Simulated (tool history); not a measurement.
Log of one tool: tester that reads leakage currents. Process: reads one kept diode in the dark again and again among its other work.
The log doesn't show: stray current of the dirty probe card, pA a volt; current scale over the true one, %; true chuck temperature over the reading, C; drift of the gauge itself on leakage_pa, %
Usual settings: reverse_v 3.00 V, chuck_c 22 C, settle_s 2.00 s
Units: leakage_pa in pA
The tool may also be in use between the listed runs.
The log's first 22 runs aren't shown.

| run | hour | reverse_v | chuck_c | settle_s | hours of work since the probe card was cleaned | hours of work since the tester was calibrated | hours of work since the chuck was calibrated | leakage_pa |
|---|---|---|---|---|---|---|---|---|
| 23 | 2454.0 | 3.00 | 27 | 3.47 | 1169 | 3347 | 628 | 27.98 |
| 24 | 2593.2 | 1.54 | 22 | 2.00 | 1228 | 3406 | 686 | 12.96 |
| 25 | 2710.9 | 1.57 | 38 | 2.00 | 1277 | 3456 | 736 | 51.15 |
| 26 | 2815.9 | 6.52 | 27 | 1.15 | 1322 | 3500 | 780 | 43.10 |
|  | 2869.8 | chuck's temperature calibrated |
| 27 | 2961.2 | 19.91 | 31 | 1.39 | 1382 | 3560 | 39 | 107.62 |
| 28 | 3119.5 | 14.66 | 49 | 2.52 | 1449 | 3627 | 105 | 375.97 |
| 29 | 3210.9 | 1.03 | 33 | 2.00 | 1487 | 3665 | 144 | 27.22 |
| 30 | 3355.8 | 1.03 | 33 | 2.00 | 1548 | 3726 | 205 | 27.18 |
| 31 | 3514.5 | 1.03 | 33 | 2.00 | 1615 | 3793 | 272 | 27.32 |
| 32 | 3631.5 | 1.29 | 47 | 0.37 | 1664 | 3843 | 321 | 95.62 |
| 33 | 3785.4 | 1.14 | 21 | 4.47 | 1729 | 3907 | 386 | 10.09 |
| 34 | 3894.8 | 15.80 | 32 | 7.83 | 1775 | 3953 | 432 | 99.70 |
| 35 | 3959.2 | 12.48 | 20 | 2.00 | 1803 | 3981 | 459 | 32.98 |
| 36 | 4051.6 | 12.48 | 20 | 2.00 | 1841 | 4020 | 498 | 32.88 |
| 37 | 4184.1 | 12.48 | 20 | 2.00 | 1897 | 4075 | 554 | 32.93 |

4 ways to go on from here, each from the tool as it stands after run 37. What would each give?
| A | 4321.2 | 3.00 | 22 | 1.85 | 1955 | 4133 | 611 | ? |
| B | 4321.2 | 3.00 | 49 | 2.00 | 1955 | 4133 | 611 | ? |
| C | 4321.2 | 1.08 | 58 | 2.00 | 1955 | 4133 | 611 | ? |
| D | 4321.2 | 3.00 | 22 | 1.04 | 1955 | 4133 | 611 | ? |

| run | leakage_pa |
|---|---|
| A | 18.33 |
| B | 167.88 |
| C | 195.65 |
| D | 18.93 |
Without the tool's hidden state the same runs would have given:
| run | leakage_pa |
|---|---|
| A | 18.34 |
| B | 167.99 |
| C | 195.78 |
| D | 18.94 |
